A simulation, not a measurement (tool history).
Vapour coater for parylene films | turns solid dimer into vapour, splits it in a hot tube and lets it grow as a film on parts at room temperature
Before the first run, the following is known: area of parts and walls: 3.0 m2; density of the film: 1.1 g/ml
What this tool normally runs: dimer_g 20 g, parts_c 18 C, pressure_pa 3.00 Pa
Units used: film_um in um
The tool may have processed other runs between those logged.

{"run": 1, "hour": 0.0, "dimer_g": 20, "parts_c": 18, "pressure_pa": 3.0, "film_um": 4.14}
{"run": 2, "hour": 55.3, "dimer_g": 20, "parts_c": 16, "pressure_pa": 3.0, "film_um": 4.48}
{"run": 3, "hour": 93.6, "dimer_g": 20, "parts_c": 16, "pressure_pa": 3.0, "film_um": 4.44}
{"run": 4, "hour": 143.0, "dimer_g": 20, "parts_c": 16, "pressure_pa": 3.0, "film_um": 4.37}
{"run": 5, "hour": 192.5, "dimer_g": 29, "parts_c": 16, "pressure_pa": 3.0, "film_um": 6.3}
{"run": 6, "hour": 224.3, "dimer_g": 20, "parts_c": 18, "pressure_pa": 4.52, "film_um": 3.65}
{"run": 7, "hour": 287.2, "dimer_g": 20, "parts_c": 18, "pressure_pa": 4.52, "film_um": 3.68}
{"run": 8, "hour": 317.1, "dimer_g": 20, "parts_c": 20, "pressure_pa": 3.0, "film_um": 3.57}
{"hour": 333.2, "done": "trap's valve overhauled"}
{"run": 9, "hour": 349.0, "dimer_g": 25, "parts_c": 20, "pressure_pa": 3.0, "film_um": 5.06}
{"run": 10, "hour": 407.0, "dimer_g": 25, "parts_c": 20, "pressure_pa": 9.58, "film_um": 4.15}
{"run": 11, "hour": 455.2, "dimer_g": 33, "parts_c": 18, "pressure_pa": 3.0, "film_um": 7.21}
{"run": 12, "hour": 485.8, "dimer_g": 17, "parts_c": 20, "pressure_pa": 7.63, "film_um": 2.83}

Run 13 comes next. What will it give?
{"run": 13, "hour": 544.7, "dimer_g": 28, "parts_c": 11, "pressure_pa": 3.15, "film_um": "?"}

Run 13 measured film_um 7.95 um.
Without the tool's hidden state the same run would have given film_um 8.29 um.
